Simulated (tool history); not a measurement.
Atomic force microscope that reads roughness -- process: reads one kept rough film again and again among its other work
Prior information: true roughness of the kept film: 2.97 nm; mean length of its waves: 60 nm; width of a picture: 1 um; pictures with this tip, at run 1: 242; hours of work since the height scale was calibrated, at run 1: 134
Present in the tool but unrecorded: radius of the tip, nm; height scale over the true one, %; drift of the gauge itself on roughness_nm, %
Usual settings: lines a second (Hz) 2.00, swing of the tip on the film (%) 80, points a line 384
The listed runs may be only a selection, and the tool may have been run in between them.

run,day,lines a second (Hz),swing of the tip on the film (%),points a line,pictures with this tip,hours of work since the height scale was calibrated,roughness of the kept film (nm (root mean square))
1,0.000,2.00,80,384,242,134,2.479
2,0.742,2.00,80,384,272,145,2.466
# day 1.225: new tip fitted
3,1.583,2.00,80,384,14,157,2.528
4,2.300,2.00,80,384,42,168,2.525
5,2.854,2.00,80,384,64,176,2.523
6,3.438,2.00,80,384,86,185,2.515
7,4.062,2.00,80,384,111,194,2.511
8,4.538,2.00,80,384,129,201,2.502
9,5.025,2.00,80,946,149,209,2.508
10,5.683,2.00,80,946,174,218,2.493
11,6.312,2.00,78,384,199,228,2.519
12,7.171,2.00,78,416,233,241,2.515
13,7.946,2.00,67,1005,263,252,2.653
# day 8.629: new tip fitted
14,8.629,0.56,80,384,0,262,2.793
15,9.225,0.87,80,384,23,271,2.719
16,9.646,1.98,82,384,40,277,2.492
17,10.496,1.98,82,384,73,290,2.487
18,11.375,1.43,67,657,108,303,2.727
19,12.246,1.43,67,657,142,316,2.722
20,12.912,1.43,67,657,168,326,2.719
21,13.425,3.23,77,1012,188,334,2.374

Predict the results of run 22:
22,14.062,1.94,56,1012,213,343,?

{"run 22": {"roughness of the kept film (nm (root mean square))": 2.752}}
Were there no unlogged condition in the tool, this run, its random variation unchanged, would have produced roughness of the kept film (nm (root mean square)) 2.809.
